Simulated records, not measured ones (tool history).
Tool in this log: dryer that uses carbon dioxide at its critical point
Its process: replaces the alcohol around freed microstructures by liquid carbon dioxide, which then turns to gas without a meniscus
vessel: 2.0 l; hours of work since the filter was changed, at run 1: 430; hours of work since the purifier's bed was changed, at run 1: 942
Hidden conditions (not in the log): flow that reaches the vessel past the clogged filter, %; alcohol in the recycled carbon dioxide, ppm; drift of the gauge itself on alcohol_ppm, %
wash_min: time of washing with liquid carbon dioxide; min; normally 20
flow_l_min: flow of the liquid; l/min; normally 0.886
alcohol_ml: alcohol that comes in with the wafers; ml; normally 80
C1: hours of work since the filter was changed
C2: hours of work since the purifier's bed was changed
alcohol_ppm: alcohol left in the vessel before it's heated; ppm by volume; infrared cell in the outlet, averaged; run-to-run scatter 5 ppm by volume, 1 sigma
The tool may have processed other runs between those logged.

{"run": 1, "day": 0.0, "wash_min": 20, "flow_l_min": 0.886, "alcohol_ml": 80, "C1": 430, "C2": 942, "alcohol_ppm": 138}
{"run": 2, "day": 1.012, "wash_min": 20, "flow_l_min": 0.886, "alcohol_ml": 80, "C1": 442, "C2": 955, "alcohol_ppm": 134}
{"day": 1.571, "done": "inlet filter changed"}
{"run": 3, "day": 2.071, "wash_min": 20, "flow_l_min": 0.886, "alcohol_ml": 25, "C1": 6, "C2": 967, "alcohol_ppm": 106}
{"run": 4, "day": 3.925, "wash_min": 20, "flow_l_min": 0.886, "alcohol_ml": 25, "C1": 29, "C2": 990, "alcohol_ppm": 101}
{"run": 5, "day": 6.021, "wash_min": 20, "flow_l_min": 0.886, "alcohol_ml": 25, "C1": 55, "C2": 1016, "alcohol_ppm": 110}
{"run": 6, "day": 6.896, "wash_min": 20, "flow_l_min": 0.886, "alcohol_ml": 35, "C1": 65, "C2": 1027, "alcohol_ppm": 117}
{"run": 7, "day": 8.662, "wash_min": 20, "flow_l_min": 0.886, "alcohol_ml": 35, "C1": 87, "C2": 1048, "alcohol_ppm": 122}
{"run": 8, "day": 10.704, "wash_min": 20, "flow_l_min": 0.886, "alcohol_ml": 35, "C1": 112, "C2": 1073, "alcohol_ppm": 111}
{"run": 9, "day": 12.608, "wash_min": 20, "flow_l_min": 0.886, "alcohol_ml": 80, "C1": 135, "C2": 1097, "alcohol_ppm": 136}
{"run": 10, "day": 14.646, "wash_min": 20, "flow_l_min": 0.886, "alcohol_ml": 80, "C1": 160, "C2": 1122, "alcohol_ppm": 135}
{"run": 11, "day": 15.879, "wash_min": 20, "flow_l_min": 0.755, "alcohol_ml": 67, "C1": 176, "C2": 1137, "alcohol_ppm": 192}
{"run": 12, "day": 17.533, "wash_min": 13, "flow_l_min": 0.819, "alcohol_ml": 27, "C1": 196, "C2": 1157, "alcohol_ppm": 315}
{"run": 13, "day": 18.542, "wash_min": 13, "flow_l_min": 0.819, "alcohol_ml": 27, "C1": 208, "C2": 1169, "alcohol_ppm": 318}
{"run": 14, "day": 20.625, "wash_min": 22, "flow_l_min": 0.886, "alcohol_ml": 51, "C1": 234, "C2": 1195, "alcohol_ppm": 123}
{"run": 15, "day": 22.246, "wash_min": 22, "flow_l_min": 0.886, "alcohol_ml": 51, "C1": 254, "C2": 1215, "alcohol_ppm": 125}
{"run": 16, "day": 23.388, "wash_min": 29, "flow_l_min": 0.79, "alcohol_ml": 51, "C1": 268, "C2": 1229, "alcohol_ppm": 118}
{"run": 17, "day": 24.338, "wash_min": 29, "flow_l_min": 0.79, "alcohol_ml": 51, "C1": 279, "C2": 1240, "alcohol_ppm": 119}

Alternative continuations, all from the tool just after run 17; predict every row:
{"run": "A", "day": 26.242, "wash_min": 22, "flow_l_min": 0.75, "alcohol_ml": 24, "C1": 303, "C2": 1264, "alcohol_ppm": "?"}
{"run": "B", "day": 26.242, "wash_min": 19, "flow_l_min": 1.003, "alcohol_ml": 80, "C1": 303, "C2": 1264, "alcohol_ppm": "?"}
{"run": "C", "day": 26.242, "wash_min": 29, "flow_l_min": 0.65, "alcohol_ml": 100, "C1": 303, "C2": 1264, "alcohol_ppm": "?"}
{"run": "D", "day": 26.242, "wash_min": 12, "flow_l_min": 0.876, "alcohol_ml": 20, "C1": 303, "C2": 1264, "alcohol_ppm": "?"}
{"run": "E", "day": 26.242, "wash_min": 15, "flow_l_min": 1.091, "alcohol_ml": 80, "C1": 303, "C2": 1264, "alcohol_ppm": "?"}

run=A alcohol_ppm=145
run=B alcohol_ppm=135
run=C alcohol_ppm=161
run=D alcohol_ppm=279
run=E alcohol_ppm=185
With the hidden condition removed and each run's random variation left untouched, the same runs would have given:
run=A alcohol_ppm=24
run=B alcohol_ppm=17
run=C alcohol_ppm=38
run=D alcohol_ppm=137
run=E alcohol_ppm=55
